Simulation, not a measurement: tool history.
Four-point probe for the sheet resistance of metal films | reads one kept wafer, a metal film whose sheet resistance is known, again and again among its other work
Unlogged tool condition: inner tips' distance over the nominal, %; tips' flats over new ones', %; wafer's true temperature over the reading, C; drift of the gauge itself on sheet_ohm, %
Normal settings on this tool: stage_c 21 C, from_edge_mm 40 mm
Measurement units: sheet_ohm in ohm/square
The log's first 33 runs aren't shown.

| run | day | stage_c | from_edge_mm | touches since the probe head was changed | hours of work since the stage's thermometer was calibrated | sheet_ohm |
|---|---|---|---|---|---|---|
| 34 | 36.892 | 22 | 25 | 25669 | 1103 | 14.539634 |
| 35 | 37.871 | 34 | 57 | 26248 | 1116 | 14.625492 |
| 36 | 38.783 | 34 | 57 | 26785 | 1127 | 14.623778 |
| 37 | 39.971 | 34 | 57 | 27485 | 1142 | 14.627986 |
| 38 | 40.642 | 34 | 57 | 27881 | 1150 | 14.628029 |
| 39 | 42.225 | 21 | 3 | 28815 | 1170 | 15.776284 |
| 40 | 43.417 | 21 | 3 | 29519 | 1185 | 15.784872 |
| 41 | 44.404 | 21 | 3 | 30100 | 1197 | 15.78804 |
| 42 | 45.408 | 21 | 3 | 30693 | 1210 | 15.781113 |
| 43 | 46.546 | 21 | 3 | 31363 | 1224 | 15.793198 |

Forecast each of these 5 alternatives for the next run:
| A | 47.708 | 26 | 33 | 32049 | 1239 | ? |
| B | 47.708 | 22 | 16 | 32049 | 1239 | ? |
| C | 47.708 | 31 | 49 | 32049 | 1239 | ? |
| D | 47.708 | 21 | 16 | 32049 | 1239 | ? |
| E | 47.708 | 21 | 10 | 32049 | 1239 | ? |

| run | sheet_ohm |
|---|---|
| A | 14.581292 |
| B | 14.579416 |
| C | 14.608235 |
| D | 14.569092 |
| E | 14.649036 |
Without the tool's hidden state the same runs would have given:
| run | sheet_ohm |
|---|---|
| A | 14.522921 |
| B | 14.52125 |
| C | 14.54953 |
| D | 14.511015 |
| E | 14.590669 |

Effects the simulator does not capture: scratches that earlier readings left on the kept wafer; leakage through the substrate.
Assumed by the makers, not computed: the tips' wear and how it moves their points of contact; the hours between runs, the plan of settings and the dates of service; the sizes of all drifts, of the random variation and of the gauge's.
